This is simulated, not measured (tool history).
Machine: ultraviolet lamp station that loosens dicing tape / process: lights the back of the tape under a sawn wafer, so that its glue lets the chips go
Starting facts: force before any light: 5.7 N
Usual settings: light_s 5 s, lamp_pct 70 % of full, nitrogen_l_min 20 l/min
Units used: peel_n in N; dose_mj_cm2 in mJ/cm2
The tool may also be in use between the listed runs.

run    day  light_s  lamp_pct  nitrogen_l_min  peel_n  dose_mj_cm2
  1  0.000        5        70              20   0.398          280
  2  1.212        5        70              20   0.404          277
  3  2.258        5        70              20   0.446          275
  4  3.638        5        70              20   0.441          273
  5  4.696        5        70              12   0.545          273
     4.788  -- window cleaned of glue's vapour
  6  5.988        6        80               7   0.392          370
  7  7.533        5        80               8   0.520          302
  8  8.375        5        84              20   0.365          318

Forecast run 9:
  9  9.233        5        84              20       ?            ?

peel_n: 0.366 N
dose_mj_cm2: 317 mJ/cm2
The same run, on a tool lacking any hidden state, would have yielded peel_n 0.305 N, dose_mj_cm2 381 mJ/cm2.
